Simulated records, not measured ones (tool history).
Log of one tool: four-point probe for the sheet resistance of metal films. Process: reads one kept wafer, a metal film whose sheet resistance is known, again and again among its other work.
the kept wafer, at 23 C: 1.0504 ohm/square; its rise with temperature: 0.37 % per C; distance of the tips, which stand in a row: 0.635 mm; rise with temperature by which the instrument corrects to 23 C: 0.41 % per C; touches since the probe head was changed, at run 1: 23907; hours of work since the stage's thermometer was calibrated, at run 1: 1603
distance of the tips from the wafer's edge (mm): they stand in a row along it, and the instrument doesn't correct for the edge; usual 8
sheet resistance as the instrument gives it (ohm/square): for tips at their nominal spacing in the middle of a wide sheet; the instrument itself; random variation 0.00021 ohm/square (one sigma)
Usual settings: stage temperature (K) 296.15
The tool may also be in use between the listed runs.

run,hour,stage temperature (K),distance of the tips from the wafer's edge (mm),touches since the probe head was changed,hours of work since the stage's thermometer was calibrated,sheet resistance as the instrument gives it (ohm/square)
1,0,296.15,8,23907,1603,1.045897
2,40.7,296.15,8,24557,1620,1.046307
3,72.2,296.15,8,25060,1633,1.046024
4,116.8,296.15,8,25771,1653,1.04581
5,151.8,296.15,8,26331,1668,1.045745
6,192.4,296.15,8,26979,1685,1.04573
7,213.8,306.15,8,27321,1694,1.042036
8,240.6,296.15,6,27748,1706,1.048382
9,266.4,296.15,6,28161,1717,1.048278
10,303,296.15,6,28745,1732,1.047988
11,327.3,296.15,6,29132,1743,1.048245
12,358.5,296.15,6,29631,1756,1.048388
13,378.4,296.15,6,29949,1764,1.047915
14,421.5,296.15,6,30637,1783,1.047995
15,469,298.15,8,31394,1803,1.04434
16,515.4,297.15,8,32136,1823,1.044761
17,547.8,297.15,8,32653,1837,1.044743
# hour 579: stage's thermometer calibrated
18,586.6,297.15,8,33264,3,1.047495
19,626.5,296.15,8,33901,20,1.047599
20,661,296.15,8,34452,35,1.048009
21,700.5,296.15,8,35083,52,1.047344
22,720.7,298.15,8,35405,61,1.046985
23,743.3,292.15,17,35766,70,1.046134
24,779.4,292.15,8,36342,86,1.048865
25,814,304.15,4,36895,101,1.054514
26,860.7,296.15,70,37640,120,1.043628
27,894.7,299.15,6,38183,135,1.048876
28,922.4,296.15,8,38625,147,1.047245
29,951.3,296.15,8,39087,159,1.046642
30,990.5,308.15,17,39712,176,1.039966
31,1025,308.15,17,40263,191,1.039561
32,1045.5,308.15,5,40591,200,1.048017
33,1089.2,293.15,4,41287,218,1.058352
34,1124.2,301.15,8,41847,233,1.04453
35,1154.7,300.15,8,42333,246,1.045303
36,1174.8,292.15,8,42654,255,1.048463
37,1217.4,302.15,13,43334,273,1.041504
38,1241.5,293.15,4,43719,283,1.057923
39,1277.1,293.15,4,44287,299,1.057915
40,1321.9,302.15,9,45004,318,1.04335
41,1345.6,302.15,9,45381,328,1.043039
42,1372.4,292.15,5,45808,339,1.053449
43,1419.3,305.15,19,46558,359,1.039927
44,1459.6,298.15,3,47201,377,1.065929

Hidden state or all else? Some run-to-run changes of sheet resistance as the instrument gives it (ohm/square), split into what the settings, what came in and random variation would give without the hidden state, and what is left for the hidden state (with any gauge scatter that isn't in both results):
The hidden state here: inner tips' distance over the nominal, %; tips' flats over new ones', %; wafer's true temperature over the reading, C; drift of the gauge itself on sheet_ohm, %.
Run 7 -> 8: stage temperature (K) 306.15 -> 296.15, distance of the tips from the wafer's edge (mm) 8 -> 6. sheet resistance as the instrument gives it (ohm/square) +0.006346: hidden state -0.000194, all else +0.00654.
Run 17 -> 18: stage's thermometer calibrated. sheet resistance as the instrument gives it (ohm/square) +0.002752: hidden state +0.002684, all else +0.000068.
Run 37 -> 38: stage temperature (K) 302.15 -> 293.15, distance of the tips from the wafer's edge (mm) 13 -> 4. sheet resistance as the instrument gives it (ohm/square) +0.016419: hidden state -0.000174, all else +0.016593.
Run 39 -> 40: stage temperature (K) 293.15 -> 302.15, distance of the tips from the wafer's edge (mm) 4 -> 9. sheet resistance as the instrument gives it (ohm/square) -0.014565: hidden state +0.000024, all else -0.014589.
Run 43 -> 44: stage temperature (K) 305.15 -> 298.15, distance of the tips from the wafer's edge (mm) 19 -> 3. sheet resistance as the instrument gives it (ohm/square) +0.026002: hidden state -0.00028, all else +0.026282.
